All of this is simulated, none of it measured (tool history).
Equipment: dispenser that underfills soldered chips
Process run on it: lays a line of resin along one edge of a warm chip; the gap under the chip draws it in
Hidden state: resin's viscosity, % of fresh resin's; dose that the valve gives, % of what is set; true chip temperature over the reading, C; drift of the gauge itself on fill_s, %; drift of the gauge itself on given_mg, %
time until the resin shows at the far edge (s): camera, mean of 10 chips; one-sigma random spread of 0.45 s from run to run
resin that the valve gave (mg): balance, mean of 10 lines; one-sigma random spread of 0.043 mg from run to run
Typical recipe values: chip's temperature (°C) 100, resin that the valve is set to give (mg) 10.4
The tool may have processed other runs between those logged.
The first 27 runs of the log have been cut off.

| run | hour | chip's temperature (°C) | resin that the valve is set to give (mg) | hours of work since the syringe was changed | hours of work since the valve was cleaned | hours of work since the stage was calibrated | time until the resin shows at the far edge (s) | resin that the valve gave (mg) |
|---|---|---|---|---|---|---|---|---|
| 28 | 95.4 | 112 | 10.2 | 9 | 45 | 159 | 47.3 | 9.95 |
|  | 98.9 | new syringe of resin |
| 29 | 99.2 | 106 | 9.9 | 0 | 48 | 162 | 28.7 | 9.59 |
| 30 | 101.8 | 91 | 9.8 | 2 | 50 | 164 | 51.8 | 9.53 |
| 31 | 106.6 | 95 | 11.2 | 6 | 53 | 167 | 59 | 10.83 |
| 32 | 108.8 | 91 | 9.9 | 7 | 55 | 169 | 77.4 | 9.5 |
|  | 114 | dispensing valve cleaned and set on the balance |
| 33 | 114 | 92 | 9.3 | 10 | 0 | 172 | 95.8 | 9.23 |
|  | 115.1 | new syringe of resin |
| 34 | 119.3 | 92 | 9.3 | 3 | 4 | 176 | 55.4 | 9.23 |
| 35 | 121.6 | 98 | 10 | 5 | 5 | 177 | 50.2 | 9.93 |
| 36 | 126.2 | 113 | 10.2 | 8 | 9 | 181 | 44.6 | 10.17 |

Consider 4 possible next runs. They are alternatives, not a sequence: every one starts from the tool as it was left by run 36. What does each give?
| A | 128.3 | 108 | 10.3 | 10 | 10 | 182 | ? | ? |
| B | 128.3 | 97 | 9.5 | 10 | 10 | 182 | ? | ? |
| C | 128.3 | 91 | 12.8 | 10 | 10 | 182 | ? | ? |
| D | 128.3 | 105 | 9.4 | 10 | 10 | 182 | ? | ? |

| run | time until the resin shows at the far edge (s) | resin that the valve gave (mg) |
|---|---|---|
| A | 55.9 | 10.28 |
| B | 77.9 | 9.47 |
| C | 87.7 | 12.75 |
| D | 63.8 | 9.34 |
What these runs would have given with no unlogged condition in the tool:
| run | time until the resin shows at the far edge (s) | resin that the valve gave (mg) |
|---|---|---|
| A | 26.7 | 10.35 |
| B | 37.4 | 9.53 |
| C | 42.2 | 12.84 |
| D | 30.8 | 9.41 |

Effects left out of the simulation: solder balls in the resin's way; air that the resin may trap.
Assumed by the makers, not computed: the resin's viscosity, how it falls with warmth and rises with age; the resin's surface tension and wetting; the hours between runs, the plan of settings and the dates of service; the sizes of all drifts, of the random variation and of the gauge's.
